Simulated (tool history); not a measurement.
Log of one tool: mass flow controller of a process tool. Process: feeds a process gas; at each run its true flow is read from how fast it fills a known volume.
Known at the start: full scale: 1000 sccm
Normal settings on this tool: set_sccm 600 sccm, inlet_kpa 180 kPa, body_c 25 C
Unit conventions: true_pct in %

Run 1, day 0.000: usual settings. Result: true_pct 99.43 %.
Run 2, day 2.675: usual settings but body_c 33 C. Result: true_pct 100.25 %.
Run 3, day 5.212: usual settings but body_c 33 C. Result: true_pct 100.13 %.
Run 4, day 7.883: usual settings but body_c 33 C. Result: true_pct 100.00 %.
Run 5, day 9.896: usual settings. Result: true_pct 99.27 %.
Run 6, day 12.162: usual settings. Result: true_pct 99.13 %.
Run 7, day 13.479: usual settings but inlet_kpa 208 kPa. Result: true_pct 99.16 %.
Run 8, day 15.321: usual settings but inlet_kpa 208 kPa. Result: true_pct 99.03 %.
Run 9, day 17.862: usual settings. Result: true_pct 99.01 %.
Run 10, day 20.650: usual settings. Result: true_pct 98.91 %.
Run 11, day 22.917: usual settings. Result: true_pct 98.83 %.
Run 12, day 25.796: usual settings but inlet_kpa 148 kPa. Result: true_pct 98.60 %.
Run 13, day 27.658: usual settings but inlet_kpa 148 kPa. Result: true_pct 98.43 %.
Run 14, day 30.729: usual settings but inlet_kpa 148 kPa. Result: true_pct 98.47 %.
Run 15, day 32.700: usual settings but inlet_kpa 148 kPa, body_c 30 C. Result: true_pct 98.85 %.
Run 16, day 35.158: usual settings but inlet_kpa 148 kPa, body_c 30 C. Result: true_pct 98.81 %.
Run 17, day 38.192: usual settings but inlet_kpa 161 kPa. Result: true_pct 98.18 %.
Run 18, day 40.817: usual settings. Result: true_pct 98.26 %.
Run 19, day 42.254: usual settings but set_sccm 189 sccm. Result: true_pct 97.87 %.
Run 20, day 43.554: usual settings but set_sccm 189 sccm. Result: true_pct 97.72 %.
Run 21, day 45.388: usual settings but set_sccm 189 sccm, body_c 32 C. Result: true_pct 98.40 %.
Run 22, day 47.904: usual settings but set_sccm 189 sccm, body_c 32 C. Result: true_pct 98.25 %.
Run 23, day 49.738: usual settings but set_sccm 189 sccm, body_c 32 C. Result: true_pct 98.23 %.
Run 24, day 51.392: usual settings but set_sccm 189 sccm, body_c 32 C. Result: true_pct 98.31 %.
Run 25, day 52.700: usual settings but set_sccm 518 sccm, inlet_kpa 193 kPa, body_c 27 C. Result: true_pct 98.15 %.
Run 26, day 54.367: usual settings but set_sccm 499 sccm, inlet_kpa 175 kPa, body_c 28 C. Result: true_pct 98.01 %.
Run 27, day 56.425: usual settings but set_sccm 327 sccm, inlet_kpa 171 kPa, body_c 24 C. Result: true_pct 97.52 %.
At day 56.896: gauge calibrated.
Run 28, day 59.633: usual settings but set_sccm 439 sccm, inlet_kpa 221 kPa, body_c 30 C. Result: true_pct 99.90 %.
Run 29, day 61.442: usual settings but set_sccm 223 sccm, body_c 26 C. Result: true_pct 98.99 %.
Run 30, day 64.479: usual settings but set_sccm 223 sccm, body_c 26 C. Result: true_pct 98.86 %.
Run 31, day 65.983: usual settings but set_sccm 914 sccm, inlet_kpa 151 kPa. Result: true_pct 99.60 %.
Run 32, day 67.533: usual settings but set_sccm 139 sccm, inlet_kpa 151 kPa. Result: true_pct 98.47 %.
Run 33, day 69.454: usual settings but set_sccm 115 sccm, inlet_kpa 195 kPa. Result: true_pct 98.53 %.
Run 34, day 72.654: usual settings but set_sccm 300 sccm, inlet_kpa 195 kPa, body_c 29 C. Result: true_pct 99.11 %.
Run 35, day 75.142: usual settings but inlet_kpa 164 kPa. Result: true_pct 98.79 %.
Run 36, day 76.517: usual settings but inlet_kpa 164 kPa. Result: true_pct 99.04 %.
Run 37, day 79.175: usual settings but set_sccm 847 sccm, inlet_kpa 214 kPa, body_c 34 C. Result: true_pct 100.08 %.
Run 38, day 81.262: usual settings but set_sccm 847 sccm, inlet_kpa 214 kPa, body_c 34 C. Result: true_pct 100.09 %.
Run 39, day 82.804: usual settings but body_c 28 C. Result: true_pct 98.99 %.
Run 40, day 85.350: usual settings but body_c 28 C. Result: true_pct 99.03 %.
Run 41, day 88.388: usual settings but set_sccm 392 sccm. Result: true_pct 98.31 %.
Run 42, day 91.483: usual settings but set_sccm 392 sccm. Result: true_pct 98.19 %.
Run 43, day 93.679: usual settings but set_sccm 506 sccm, inlet_kpa 247 kPa, body_c 32 C. Result: true_pct 99.22 %.
Run 44, day 95.283: usual settings but set_sccm 597 sccm, inlet_kpa 201 kPa, body_c 20 C. Result: true_pct 97.88 %.
Run 45, day 97.617: usual settings but set_sccm 436 sccm, inlet_kpa 213 kPa, body_c 34 C. Result: true_pct 98.86 %.
Run 46, day 100.454: usual settings but set_sccm 120 sccm, inlet_kpa 192 kPa, body_c 24 C. Result: true_pct 97.61 %.
Run 47, day 102.517: usual settings but inlet_kpa 271 kPa, body_c 35 C. Result: true_pct 99.35 %.

Selected run-to-run steps in true_pct, each split into two signed amounts: the part the tool would show with no hidden state at all (from settings, incoming material and random variation), and the remainder, which goes to the hidden state together with any gauge scatter not common to the measured and the hidden-state-free results:
Hidden conditions of the tool in this case: flow at rest that the sensor doesn't see, % of full scale; true flow over the shown one, %; drift of the gauge itself on true_pct, %.
Run 9 -> 10: settings left as they were, no log entry in between. true_pct -0.10 %: hidden state -0.09, all else -0.01.
Run 27 -> 28: set_sccm 327 -> 439, inlet_kpa 171 -> 221, body_c 24 -> 30, gauge calibrated. true_pct +2.38 %: hidden state +1.55, all else +0.83.
Run 33 -> 34: set_sccm 115 -> 300, body_c 25 -> 29. true_pct +0.58 %: hidden state -0.10, all else +0.68.
Run 43 -> 44: set_sccm 506 -> 597, inlet_kpa 247 -> 201, body_c 32 -> 20. true_pct -1.34 %: hidden state -0.03, all else -1.31.
Run 46 -> 47: set_sccm 120 -> 600, inlet_kpa 192 -> 271, body_c 24 -> 35. true_pct +1.74 %: hidden state -0.09, all else +1.83.
